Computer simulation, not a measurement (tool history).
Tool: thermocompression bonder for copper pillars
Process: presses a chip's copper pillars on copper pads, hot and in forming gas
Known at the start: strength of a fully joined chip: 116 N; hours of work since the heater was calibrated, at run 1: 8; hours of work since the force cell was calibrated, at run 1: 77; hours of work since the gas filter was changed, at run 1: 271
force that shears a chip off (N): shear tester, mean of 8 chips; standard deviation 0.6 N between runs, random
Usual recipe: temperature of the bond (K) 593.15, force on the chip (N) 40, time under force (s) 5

| run | hour | temperature of the bond (K) | force on the chip (N) | time under force (s) | hours of work since the heater was calibrated | hours of work since the force cell was calibrated | hours of work since the gas filter was changed | force that shears a chip off (N) |
|---|---|---|---|---|---|---|---|---|
| 1 | 0.0 | 593.15 | 40 | 5 | 8 | 77 | 271 | 76.8 |
| 2 | 9.6 | 593.15 | 40 | 3 | 12 | 81 | 275 | 65.8 |
| 3 | 17.5 | 593.15 | 40 | 3 | 16 | 84 | 279 | 65.6 |
| 4 | 29.7 | 593.15 | 40 | 3 | 21 | 89 | 284 | 65.0 |
| 5 | 39.5 | 593.15 | 40 | 3 | 25 | 94 | 288 | 65.2 |
| 6 | 48.3 | 593.15 | 52 | 3 | 29 | 97 | 292 | 74.6 |
| 7 | 58.9 | 593.15 | 26 | 5 | 33 | 102 | 296 | 61.0 |
| 8 | 65.1 | 593.15 | 27 | 5 | 36 | 105 | 299 | 61.8 |
| 9 | 75.3 | 603.15 | 31 | 10 | 40 | 109 | 303 | 87.1 |
| 10 | 81.6 | 603.15 | 31 | 10 | 43 | 112 | 306 | 87.4 |
| 11 | 89.0 | 600.15 | 40 | 3 | 46 | 115 | 309 | 67.9 |
|  | 91.6 | heater calibrated with a thermocouple chip |
| 12 | 99.4 | 564.15 | 33 | 11 | 3 | 119 | 313 | 67.5 |
| 13 | 107.8 | 618.15 | 26 | 11 | 7 | 122 | 317 | 90.3 |
| 14 | 114.5 | 618.15 | 32 | 7 | 10 | 125 | 320 | 87.9 |
| 15 | 120.4 | 609.15 | 26 | 5 | 12 | 128 | 322 | 69.8 |
| 16 | 132.6 | 609.15 | 36 | 3 | 18 | 133 | 327 | 69.5 |

What if the next run were any one of these 3? Each begins from the tool's condition after run 16:
| A | 145.6 | 610.15 | 46 | 6 | 23 | 139 | 333 | ? |
| B | 145.6 | 619.15 | 34 | 4 | 23 | 139 | 333 | ? |
| C | 145.6 | 567.15 | 37 | 5 | 23 | 139 | 333 | ? |

| run | force that shears a chip off (N) |
|---|---|
| A | 92.9 |
| B | 80.0 |
| C | 56.0 |
Had the tool no hidden state, the same runs would have come out as:
| run | force that shears a chip off (N) |
|---|---|
| A | 95.7 |
| B | 82.6 |
| C | 58.2 |
